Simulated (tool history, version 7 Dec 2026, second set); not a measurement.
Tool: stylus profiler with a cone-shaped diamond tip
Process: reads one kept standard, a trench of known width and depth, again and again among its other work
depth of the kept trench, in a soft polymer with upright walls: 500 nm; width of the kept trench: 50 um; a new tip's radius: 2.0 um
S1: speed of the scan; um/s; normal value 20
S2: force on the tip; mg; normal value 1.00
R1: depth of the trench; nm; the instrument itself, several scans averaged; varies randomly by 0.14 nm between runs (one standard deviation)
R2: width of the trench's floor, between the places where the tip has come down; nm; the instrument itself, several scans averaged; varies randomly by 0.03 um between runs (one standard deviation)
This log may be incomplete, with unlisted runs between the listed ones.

| run | hour | S1 | S2 | R1 | R2 |
|---|---|---|---|---|---|
| 1 | 0.0 | 20 | 1.00 | 500.72 | 46740 |
| 2 | 18.5 | 20 | 1.00 | 500.82 | 46760 |
| 3 | 32.6 | 20 | 1.00 | 500.79 | 46700 |
| 4 | 50.6 | 20 | 1.00 | 500.83 | 46630 |
| 5 | 69.4 | 20 | 1.00 | 500.75 | 46650 |
| 6 | 83.3 | 20 | 1.00 | 500.54 | 46720 |
| 7 | 97.1 | 20 | 1.00 | 500.85 | 46710 |
| 8 | 118.7 | 20 | 1.00 | 500.55 | 46640 |
| 9 | 141.2 | 17 | 1.00 | 500.58 | 46660 |
| 10 | 159.8 | 17 | 1.00 | 500.56 | 46670 |
| 11 | 177.7 | 17 | 1.00 | 500.49 | 46680 |
| 12 | 191.7 | 17 | 1.00 | 500.66 | 46680 |
| 13 | 214.8 | 31 | 1.00 | 500.64 | 46480 |
| 14 | 226.4 | 31 | 1.00 | 500.70 | 46460 |
| 15 | 242.3 | 31 | 1.00 | 500.53 | 46480 |
| 16 | 266.0 | 34 | 0.54 | 500.00 | 46370 |
| 17 | 278.6 | 34 | 0.54 | 499.79 | 46290 |
|  | 280.3 | height scale calibrated on a step standard |
| 18 | 298.0 | 34 | 0.54 | 499.17 | 46230 |
| 19 | 312.3 | 34 | 0.54 | 499.32 | 46270 |
| 20 | 331.3 | 63 | 1.00 | 499.90 | 46120 |
| 21 | 347.7 | 13 | 1.14 | 500.02 | 46600 |
| 22 | 361.3 | 13 | 1.14 | 500.10 | 46650 |
| 23 | 374.6 | 13 | 1.14 | 499.81 | 46560 |
|  | 387.2 | height scale calibrated on a step standard, once more |
| 24 | 387.2 | 33 | 1.00 | 501.67 | 46370 |
| 25 | 404.1 | 17 | 2.88 | 503.77 | 46630 |
| 26 | 417.5 | 43 | 0.35 | 500.99 | 45960 |
| 27 | 440.8 | 43 | 0.35 | 501.01 | 46000 |
| 28 | 463.5 | 14 | 0.35 | 500.63 | 46470 |
| 29 | 481.9 | 14 | 0.35 | 500.69 | 46420 |

Consider 5 possible next runs. They are alternatives, not a sequence: every one starts from the tool as it was left by run 29. What does each give?
| A | 502.1 | 14 | 2.27 | ? | ? |
| B | 502.1 | 48 | 1.64 | ? | ? |
| C | 502.1 | 68 | 1.00 | ? | ? |
| D | 502.1 | 11 | 1.80 | ? | ? |
| E | 502.1 | 20 | 1.59 | ? | ? |

| run | R1 | R2 |
|---|---|---|
| A | 503.03 | 46540 |
| B | 502.51 | 46300 |
| C | 501.77 | 46010 |
| D | 502.75 | 46580 |
| E | 502.46 | 46510 |
With no hidden state in the tool, these same runs would have given:
| run | R1 | R2 |
|---|---|---|
| A | 503.13 | 47240 |
| B | 502.61 | 46990 |
| C | 501.87 | 46700 |
| D | 502.85 | 47270 |
| E | 502.57 | 47200 |

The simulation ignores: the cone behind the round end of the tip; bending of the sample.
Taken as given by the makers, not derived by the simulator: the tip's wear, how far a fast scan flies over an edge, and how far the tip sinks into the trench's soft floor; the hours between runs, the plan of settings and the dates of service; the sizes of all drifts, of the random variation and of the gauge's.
